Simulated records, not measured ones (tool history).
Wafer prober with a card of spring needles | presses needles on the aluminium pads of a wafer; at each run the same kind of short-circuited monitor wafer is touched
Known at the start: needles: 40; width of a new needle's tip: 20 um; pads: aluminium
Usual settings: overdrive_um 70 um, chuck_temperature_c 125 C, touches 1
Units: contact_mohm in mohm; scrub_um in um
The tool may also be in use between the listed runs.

| run | hour | overdrive_um | chuck_temperature_c | touches | contact_mohm | scrub_um |
|---|---|---|---|---|---|---|
| 1 | 0 | 70 | 125 | 1 | 259 | 16.26 |
| 2 | 6.4 | 70 | 125 | 1 | 267 | 15.8 |
| 3 | 12.6 | 70 | 125 | 1 | 250 | 16.06 |
| 4 | 21.7 | 70 | 125 | 1 | 274 | 16.12 |
| 5 | 29.3 | 70 | 125 | 1 | 261 | 15.9 |
| 6 | 39.4 | 70 | 125 | 1 | 250 | 15.97 |
| 7 | 47.9 | 70 | 125 | 1 | 270 | 16.05 |
| 8 | 57.4 | 70 | 125 | 1 | 258 | 16.06 |
| 9 | 66.2 | 70 | 125 | 1 | 248 | 16.15 |
| 10 | 72.8 | 70 | 25 | 1 | 247 | 16.09 |
| 11 | 79.1 | 70 | 39 | 1 | 229 | 15.97 |
| 12 | 87.9 | 70 | 39 | 1 | 252 | 15.78 |
| 13 | 96.3 | 70 | 125 | 1 | 264 | 16.09 |
| 14 | 104.1 | 70 | 125 | 1 | 276 | 15.96 |
| 15 | 114.2 | 70 | 125 | 1 | 268 | 15.82 |
| 16 | 122.8 | 70 | 125 | 1 | 258 | 15.7 |
| 17 | 131.6 | 70 | 125 | 1 | 277 | 15.97 |
| 18 | 141.6 | 70 | 125 | 1 | 268 | 15.82 |
| 19 | 151.1 | 70 | 125 | 1 | 256 | 15.93 |
| 20 | 159.2 | 70 | 125 | 1 | 277 | 15.93 |
| 21 | 167.4 | 70 | 125 | 1 | 271 | 15.96 |
| 22 | 174.4 | 70 | 125 | 1 | 244 | 15.62 |
| 23 | 183.1 | 56 | 48 | 1 | 280 | 12.81 |
| 24 | 193 | 70 | 30 | 3 | 226 | 15.91 |
| 25 | 199.7 | 70 | 30 | 3 | 233 | 15.71 |
| 26 | 209.4 | 70 | 31 | 2 | 242 | 15.92 |
| 27 | 217.4 | 59 | 125 | 1 | 269 | 13.39 |
| 28 | 225.9 | 59 | 125 | 1 | 298 | 13.07 |
| 29 | 230.4 | 70 | 125 | 2 | 251 | 15.58 |
| 30 | 235.2 | 59 | 63 | 2 | 253 | 13.19 |
| 31 | 242.4 | 59 | 63 | 2 | 232 | 13.11 |
| 32 | 250.8 | 85 | 72 | 1 | 244 | 19.22 |
| 33 | 257.9 | 85 | 109 | 1 | 246 | 18.89 |

Taken out of this log: 19 entries between the listed runs. Where each belongs, and how the hidden state differs across it:
Between runs 2 and 3: tips cleaned on abrasive film (hour 10.6)
  debris on the tips, nm: 116.1 -> 36.6; way that the needles fall short of the set height, um: 0.91 -> 0.97; tips' diameter, um: 20.32 -> 20.34
  measured less the result without the state, contact_mohm: +31 -> +10 mohm; scrub_um: -0.21 -> -0.22 um
Between runs 4 and 5: tips cleaned on abrasive film (hour 24.6)
  debris on the tips, nm: 120.9 -> 76.6; way that the needles fall short of the set height, um: 0.97 -> 1.09; tips' diameter, um: 20.34 -> 20.38
  measured less the result without the state, contact_mohm: +33 -> +21 mohm; scrub_um: -0.23 -> -0.26 um
Between runs 5 and 6: tips cleaned on abrasive film (hour 38.2)
  debris on the tips, nm: 76.6 -> 29.3; way that the needles fall short of the set height, um: 1.09 -> 1.16; tips' diameter, um: 20.38 -> 20.41
  measured less the result without the state, contact_mohm: +21 -> +9 mohm; scrub_um: -0.26 -> -0.27 um
Between runs 7 and 8: tips cleaned on abrasive film (hour 51.7)
  debris on the tips, nm: 115.5 -> 79.5; way that the needles fall short of the set height, um: 1.16 -> 1.22; tips' diameter, um: 20.41 -> 20.43
  measured less the result without the state, contact_mohm: +32 -> +22 mohm; scrub_um: -0.27 -> -0.29 um
Between runs 8 and 9: tips cleaned on abrasive film (hour 65)
  debris on the tips, nm: 79.5 -> 26.8; way that the needles fall short of the set height, um: 1.22 -> 1.34; tips' diameter, um: 20.43 -> 20.47
  measured less the result without the state, contact_mohm: +22 -> +8 mohm; scrub_um: -0.29 -> -0.32 um
Between runs 10 and 11: tips cleaned on abrasive film (hour 78.4)
  debris on the tips, nm: 100.2 -> 24.4; way that the needles fall short of the set height, um: 1.34 -> 1.45; tips' diameter, um: 20.47 -> 20.51
  measured less the result without the state, contact_mohm: +33 -> +9 mohm; scrub_um: -0.31 -> -0.34 um
Between runs 12 and 13: tips cleaned on abrasive film (hour 92.1)
  debris on the tips, nm: 113.8 -> 72.6; way that the needles fall short of the set height, um: 1.45 -> 1.56; tips' diameter, um: 20.51 -> 20.55
  measured less the result without the state, contact_mohm: +36 -> +21 mohm; scrub_um: -0.34 -> -0.37 um
Between runs 14 and 15: tips cleaned on abrasive film (hour 105.3)
  debris on the tips, nm: 131.6 -> 108.5; way that the needles fall short of the set height, um: 1.56 -> 1.68; tips' diameter, um: 20.55 -> 20.59
  measured less the result without the state, contact_mohm: +37 -> +31 mohm; scrub_um: -0.37 -> -0.39 um
Between runs 15 and 16: tips cleaned on abrasive film (hour 118.7)
  debris on the tips, nm: 108.5 -> 65.1; way that the needles fall short of the set height, um: 1.68 -> 1.78; tips' diameter, um: 20.59 -> 20.62
  measured less the result without the state, contact_mohm: +31 -> +19 mohm; scrub_um: -0.39 -> -0.42 um
Between runs 17 and 18: tips cleaned on abrasive film (hour 132.4)
  debris on the tips, nm: 133.5 -> 113.8; way that the needles fall short of the set height, um: 1.78 -> 1.87; tips' diameter, um: 20.62 -> 20.66
  measured less the result without the state, contact_mohm: +38 -> +33 mohm; scrub_um: -0.42 -> -0.43 um
Between runs 18 and 19: tips cleaned on abrasive film (hour 146.3)
  debris on the tips, nm: 113.8 -> 72.6; way that the needles fall short of the set height, um: 1.87 -> 1.98; tips' diameter, um: 20.66 -> 20.69
  measured less the result without the state, contact_mohm: +33 -> +21 mohm; scrub_um: -0.43 -> -0.46 um
Between runs 20 and 21: tips cleaned on abrasive film (hour 159.9)
  debris on the tips, nm: 130.9 -> 94.3; way that the needles fall short of the set height, um: 1.98 -> 2.06; tips' diameter, um: 20.69 -> 20.72
  measured less the result without the state, contact_mohm: +38 -> +29 mohm; scrub_um: -0.46 -> -0.49 um
Between runs 21 and 22: tips cleaned on abrasive film (hour 173.6)
  debris on the tips, nm: 94.3 -> 26.4; way that the needles fall short of the set height, um: 2.06 -> 2.15; tips' diameter, um: 20.72 -> 20.75
  measured less the result without the state, contact_mohm: +29 -> +9 mohm; scrub_um: -0.49 -> -0.5 um
Between runs 23 and 24: tips cleaned on abrasive film (hour 187.3)
  debris on the tips, nm: 117.1 -> 87.2; way that the needles fall short of the set height, um: 2.15 -> 2.25; tips' diameter, um: 20.75 -> 20.79
  measured less the result without the state, contact_mohm: +58 -> +12 mohm; scrub_um: -0.51 -> -0.52 um
Between runs 25 and 26: tips cleaned on abrasive film (hour 200.5)
  debris on the tips, nm: 135 -> 111.4; way that the needles fall short of the set height, um: 2.25 -> 2.31; tips' diameter, um: 20.79 -> 20.81
  measured less the result without the state, contact_mohm: +17 -> +23 mohm; scrub_um: -0.52 -> -0.54 um
Between runs 26 and 27: tips cleaned on abrasive film (hour 214.4)
  debris on the tips, nm: 111.4 -> 58.4; way that the needles fall short of the set height, um: 2.31 -> 2.41; tips' diameter, um: 20.81 -> 20.84
  measured less the result without the state, contact_mohm: +23 -> +25 mohm; scrub_um: -0.54 -> -0.57 um
Between runs 28 and 29: tips cleaned on abrasive film (hour 228)
  debris on the tips, nm: 130.6 -> 48.9; way that the needles fall short of the set height, um: 2.41 -> 2.5; tips' diameter, um: 20.84 -> 20.88
  measured less the result without the state, contact_mohm: +54 -> +9 mohm; scrub_um: -0.56 -> -0.58 um
Between runs 30 and 31: tips cleaned on abrasive film (hour 241.7)
  debris on the tips, nm: 101.6 -> 18.6; way that the needles fall short of the set height, um: 2.5 -> 2.57; tips' diameter, um: 20.88 -> 20.9
  measured less the result without the state, contact_mohm: +28 -> +7 mohm; scrub_um: -0.59 -> -0.59 um
Between runs 32 and 33: tips cleaned on abrasive film (hour 255)
  debris on the tips, nm: 108.4 -> 54.5; way that the needles fall short of the set height, um: 2.57 -> 2.66; tips' diameter, um: 20.9 -> 20.93
  measured less the result without the state, contact_mohm: +25 -> +13 mohm; scrub_um: -0.6 -> -0.61 um
